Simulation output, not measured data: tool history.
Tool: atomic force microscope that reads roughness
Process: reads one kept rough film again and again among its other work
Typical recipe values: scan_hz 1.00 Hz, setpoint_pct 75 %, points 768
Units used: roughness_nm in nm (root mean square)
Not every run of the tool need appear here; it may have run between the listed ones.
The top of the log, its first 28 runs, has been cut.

run   hour  scan_hz  setpoint_pct  points  pictures with this tip  hours of work since the height scale was calibrated  roughness_nm
 29  435.2     1.00            78     768                      44                                                  384         2.224
 30  446.0     1.00            67     313                      54                                                  390         2.254
 31  455.7     1.00            67     313                      63                                                  395         2.249
 32  469.1     1.13            84     309                      75                                                  401         2.093
 33  490.4     1.00            75     481                      96                                                  412         2.228
 34  507.3     0.77            90     981                     112                                                  421         2.175
     515.6  -- new tip fitted
 35  522.2     0.77            90     981                       6                                                  428         2.186
 36  536.0     0.77            90     981                      19                                                  435         2.192
 37  554.0     1.50            59     872                      36                                                  444         2.321
 38  573.8     1.50            59     872                      55                                                  454         2.329
 39  592.5     2.19            80     768                      72                                                  464         2.019

Alternative continuations, all from the tool just after run 39; predict every row:
  A  612.4     1.00            73     768                      91                                                  474             ?
  B  612.4     0.68            57     348                      91                                                  474             ?
  C  612.4     1.00            80     284                      91                                                  474             ?
  D  612.4     0.74            62     768                      91                                                  474             ?

run  roughness_nm
  A         2.265
  B         2.307
  C         2.136
  D         2.327
Stripped of hidden state, with their random variation kept, the same runs would have yielded:
run  roughness_nm
  A         2.272
  B         2.314
  C         2.143
  D         2.335
